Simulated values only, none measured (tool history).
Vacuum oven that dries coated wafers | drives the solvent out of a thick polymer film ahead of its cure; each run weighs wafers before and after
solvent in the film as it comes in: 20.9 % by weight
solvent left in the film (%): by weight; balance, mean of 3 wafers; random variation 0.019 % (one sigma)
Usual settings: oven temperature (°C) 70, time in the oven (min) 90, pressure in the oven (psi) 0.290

run	hour	oven temperature (°C)	time in the oven (min)	pressure in the oven (psi)	solvent left in the film (%)
1	0.0	70	90	0.290	1.92
2	47.3	70	90	0.290	1.94
3	79.3	70	90	0.290	1.87
4	114.9	70	90	0.290	1.88
5	182.0	70	90	0.290	1.86
6	219.9	70	90	0.448	2.01
7	294.0	70	90	0.448	2.03
8	369.5	82	90	0.290	0.37
9	418.2	82	90	0.290	0.35
10	457.1	82	90	0.290	0.34
11	517.4	70	90	0.290	1.77
12	590.6	70	90	0.290	1.72
13	623.5	70	90	0.290	1.73
14	693.2	70	90	0.290	1.74
15	746.5	70	90	0.290	1.73
# hour 769.7: oven's thermocouples calibrated
16	787.0	70	90	0.290	1.97
# hour 836.4: vacuum gauge cleaned of residue and calibrated
17	850.5	70	90	0.290	1.89
18	895.7	58	90	0.290	5.99
19	962.8	55	90	0.290	7.19
20	996.9	70	90	1.155	2.80
21	1042.7	70	90	1.155	2.79
22	1076.1	67	139	0.625	1.58
23	1115.0	70	90	0.207	1.73
24	1180.4	70	90	0.207	1.72
25	1237.9	70	90	0.158	1.65
26	1270.1	64	90	0.750	4.12
27	1332.3	64	90	0.750	4.03
28	1395.3	80	90	0.402	0.51
29	1439.1	80	90	0.402	0.51
30	1484.1	80	90	0.402	0.46
31	1529.7	82	90	0.290	0.29
32	1604.2	79	45	0.277	2.19
33	1643.4	72	134	0.258	0.52
34	1710.4	72	134	0.258	0.52
35	1775.3	83	134	0.395	0.24
36	1829.2	83	134	0.276	0.20
37	1880.5	70	79	0.225	2.04
# hour 1923.0: oven's thermocouples calibrated
38	1936.9	56	68	0.392	8.86
39	1973.0	56	68	0.392	8.85

Forecast each of these 4 alternatives for the next run:
A	2005.9	61	45	0.416	?
B	2005.9	56	68	0.276	?
C	2005.9	70	152	0.290	?
D	2005.9	68	75	0.212	?

run	solvent left in the film (%)
A	9.22
B	8.75
C	0.71
D	3.34
Without the tool's hidden state the same runs would have given:
run	solvent left in the film (%)
A	9.07
B	8.59
C	0.66
D	3.21
